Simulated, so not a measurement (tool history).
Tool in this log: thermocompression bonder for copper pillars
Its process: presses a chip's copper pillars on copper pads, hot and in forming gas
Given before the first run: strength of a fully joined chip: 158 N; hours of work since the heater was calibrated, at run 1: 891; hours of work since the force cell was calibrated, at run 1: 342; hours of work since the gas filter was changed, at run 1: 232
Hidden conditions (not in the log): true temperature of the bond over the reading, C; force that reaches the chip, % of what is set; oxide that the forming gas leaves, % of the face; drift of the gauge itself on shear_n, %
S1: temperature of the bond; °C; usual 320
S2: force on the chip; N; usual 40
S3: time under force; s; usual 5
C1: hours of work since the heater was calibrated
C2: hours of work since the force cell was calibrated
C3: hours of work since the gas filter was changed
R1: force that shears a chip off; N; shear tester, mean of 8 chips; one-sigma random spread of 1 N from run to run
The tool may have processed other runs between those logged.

| run | day | S1 | S2 | S3 | C1 | C2 | C3 | R1 |
|---|---|---|---|---|---|---|---|---|
| 1 | 0 | 320 | 40 | 5 | 891 | 342 | 232 | 86.9 |
| 2 | 0.483 | 320 | 40 | 5 | 899 | 349 | 240 | 89 |
| 3 | 0.996 | 318 | 40 | 5 | 908 | 358 | 248 | 85.5 |
| 4 | 1.433 | 320 | 40 | 5 | 915 | 365 | 255 | 85.4 |
| 5 | 1.821 | 320 | 40 | 5 | 921 | 371 | 262 | 87.2 |
| 6 | 2.196 | 320 | 40 | 5 | 927 | 377 | 268 | 85.4 |
| 7 | 2.5 | 320 | 40 | 5 | 932 | 382 | 273 | 86.4 |
| 8 | 3.067 | 320 | 40 | 5 | 942 | 392 | 282 | 87.2 |
| 9 | 3.467 | 320 | 40 | 5 | 948 | 398 | 289 | 86.2 |
|  | 4 | heater calibrated with a thermocouple chip |
| 10 | 4.075 | 346 | 40 | 5 | 1 | 407 | 297 | 109.2 |
| 11 | 4.479 | 346 | 40 | 5 | 8 | 413 | 304 | 112.8 |
| 12 | 4.804 | 320 | 40 | 5 | 13 | 419 | 309 | 86.8 |
|  | 5.171 | forming gas filter changed |
| 13 | 5.238 | 320 | 50 | 5 | 20 | 425 | 1 | 98.4 |
| 14 | 5.854 | 320 | 50 | 5 | 30 | 436 | 11 | 98.6 |
| 15 | 6.5 | 320 | 34 | 5 | 41 | 446 | 22 | 78.9 |
| 16 | 7.062 | 320 | 40 | 4 | 50 | 455 | 31 | 81.9 |
| 17 | 7.65 | 320 | 50 | 5 | 59 | 465 | 41 | 98.9 |
| 18 | 8.25 | 334 | 50 | 8 | 69 | 475 | 50 | 123.3 |
| 19 | 8.567 | 320 | 25 | 3 | 74 | 480 | 56 | 53 |
| 20 | 9.162 | 333 | 40 | 4 | 84 | 490 | 65 | 93.4 |
| 21 | 9.662 | 320 | 54 | 11 | 92 | 498 | 74 | 125.7 |
| 22 | 10.196 | 320 | 54 | 11 | 101 | 507 | 82 | 126.2 |
| 23 | 10.771 | 320 | 54 | 11 | 110 | 516 | 92 | 124.2 |
| 24 | 11.062 | 320 | 54 | 11 | 115 | 521 | 96 | 123.3 |
| 25 | 11.629 | 320 | 54 | 11 | 125 | 530 | 106 | 125.4 |
| 26 | 12.208 | 320 | 54 | 11 | 134 | 540 | 115 | 124.7 |
| 27 | 12.858 | 294 | 46 | 3 | 145 | 550 | 126 | 58.4 |
| 28 | 13.154 | 294 | 46 | 3 | 149 | 555 | 131 | 58.2 |
| 29 | 13.483 | 294 | 46 | 3 | 155 | 560 | 136 | 59.6 |
| 30 | 13.975 | 294 | 46 | 3 | 163 | 568 | 144 | 57.2 |
| 31 | 14.425 | 294 | 46 | 3 | 170 | 576 | 151 | 58.3 |
| 32 | 14.846 | 294 | 46 | 3 | 177 | 583 | 158 | 57.8 |
| 33 | 15.412 | 294 | 46 | 3 | 186 | 592 | 168 | 59.3 |
| 34 | 15.929 | 294 | 46 | 3 | 195 | 600 | 176 | 58.2 |

Here are 3 independent what-if runs from the current tool condition. What would each one return?
| A | 16.542 | 320 | 28 | 3 | 205 | 610 | 186 | ? |
| B | 16.542 | 312 | 52 | 4 | 205 | 610 | 186 | ? |
| C | 16.542 | 294 | 50 | 3 | 205 | 610 | 186 | ? |

| run | R1 |
|---|---|
| A | 56.1 |
| B | 88.2 |
| C | 61 |
Without the tool's unlogged condition, the same runs would have read:
| run | R1 |
|---|---|
| A | 56.1 |
| B | 88.3 |
| C | 61 |

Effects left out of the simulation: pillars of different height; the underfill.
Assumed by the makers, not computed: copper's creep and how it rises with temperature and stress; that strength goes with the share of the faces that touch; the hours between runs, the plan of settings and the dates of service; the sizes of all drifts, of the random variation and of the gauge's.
